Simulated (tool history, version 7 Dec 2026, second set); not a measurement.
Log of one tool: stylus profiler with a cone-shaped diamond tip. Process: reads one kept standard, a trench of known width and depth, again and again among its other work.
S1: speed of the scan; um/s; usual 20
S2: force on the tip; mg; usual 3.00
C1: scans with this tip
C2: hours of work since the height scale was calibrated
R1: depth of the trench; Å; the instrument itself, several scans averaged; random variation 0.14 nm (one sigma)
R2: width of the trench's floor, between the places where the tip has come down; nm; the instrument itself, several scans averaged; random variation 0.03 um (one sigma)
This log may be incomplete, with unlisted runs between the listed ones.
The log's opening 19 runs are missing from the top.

Run 20, day 69.279: usual settings but S1 6 um/s, S2 1.12 mg; C1 9343; C2 350. Result: R1 5035.5 Å, R2 16640 nm.
Run 21, day 72.442: usual settings but S1 47 um/s, S2 1.12 mg; C1 9493; C2 387. Result: R1 5035.4 Å, R2 16370 nm.
Run 22, day 74.504: usual settings but S1 55 um/s, S2 1.68 mg; C1 9590; C2 411. Result: R1 5049.3 Å, R2 16320 nm.
Run 23, day 77.262: usual settings but S1 55 um/s, S2 1.16 mg; C1 9720; C2 443. Result: R1 5035.5 Å, R2 16250 nm.
Run 24, day 80.492: usual settings but S1 27 um/s; C1 9873; C2 481. Result: R1 5075.6 Å, R2 16600 nm.
Run 25, day 83.725: usual settings but S1 11 um/s, S2 1.80 mg; C1 10026; C2 519. Result: R1 5047.9 Å, R2 16560 nm.
Run 26, day 86.104: usual settings but S2 7.21 mg; C1 10138; C2 547. Result: R1 5140.5 Å, R2 16570 nm.
Run 27, day 89.179: usual settings but S1 41 um/s, S2 8.67 mg; C1 10284; C2 583. Result: R1 5160.6 Å, R2 16500 nm.
Run 28, day 91.492: usual settings but S1 79 um/s, S2 1.15 mg; C1 10393; C2 610. Result: R1 5031.1 Å, R2 16040 nm.
Run 29, day 94.575: usual settings but S1 19 um/s, S2 1.14 mg; C1 10539; C2 647. Result: R1 5030.9 Å, R2 16490 nm.
Run 30, day 99.233: usual settings but S1 19 um/s, S2 1.14 mg; C1 10759; C2 701. Result: R1 5031.9 Å, R2 16450 nm.
Run 31, day 103.638: usual settings but S1 18 um/s, S2 5.29 mg; C1 10967; C2 753. Result: R1 5106.1 Å, R2 16470 nm.
Run 32, day 105.888: usual settings but S1 18 um/s, S2 5.29 mg; C1 11073; C2 779. Result: R1 5106.0 Å, R2 16510 nm.
Run 33, day 108.754: usual settings but S1 21 um/s, S2 1.53 mg; C1 11209; C2 813. Result: R1 5036.4 Å, R2 16410 nm.
Run 34, day 111.362: usual settings but S1 7 um/s; C1 11332; C2 844. Result: R1 5061.7 Å, R2 16470 nm.
Run 35, day 115.604: usual settings but S1 31 um/s, S2 1.10 mg; C1 11533; C2 893. Result: R1 5024.5 Å, R2 16280 nm.
Run 36, day 119.962: usual settings but S1 9 um/s; C1 11739; C2 945. Result: R1 5063.4 Å, R2 16480 nm.

Each row is a separate what-if for the run after 36, all from the same tool condition, not one after another. Results?
Run A, day 122.104: usual settings but S1 38 um/s, S2 1.93 mg; C1 11840; C2 970. Result: R1 ?, R2 ?.
Run B, day 122.104: usual settings but S1 10 um/s, S2 3.48 mg; C1 11840; C2 970. Result: R1 ?, R2 ?.
Run C, day 122.104: usual settings but S1 7 um/s, S2 2.15 mg; C1 11840; C2 970. Result: R1 ?, R2 ?.
Run D, day 122.104: usual settings but S1 18 um/s; C1 11840; C2 970. Result: R1 ?, R2 ?.
Run E, day 122.104: usual settings but S2 1.39 mg; C1 11840; C2 970. Result: R1 ?, R2 ?.

run      R1     R2
  A  5041.4  16300
  B  5073.2  16470
  C  5046.8  16460
  D  5061.9  16470
  E  5028.9  16390
Without the tool's unlogged condition, the same runs would have read:
run      R1     R2
  A  5063.2  17140
  B  5095.0  17310
  C  5068.6  17300
  D  5083.7  17310
  E  5050.6  17230

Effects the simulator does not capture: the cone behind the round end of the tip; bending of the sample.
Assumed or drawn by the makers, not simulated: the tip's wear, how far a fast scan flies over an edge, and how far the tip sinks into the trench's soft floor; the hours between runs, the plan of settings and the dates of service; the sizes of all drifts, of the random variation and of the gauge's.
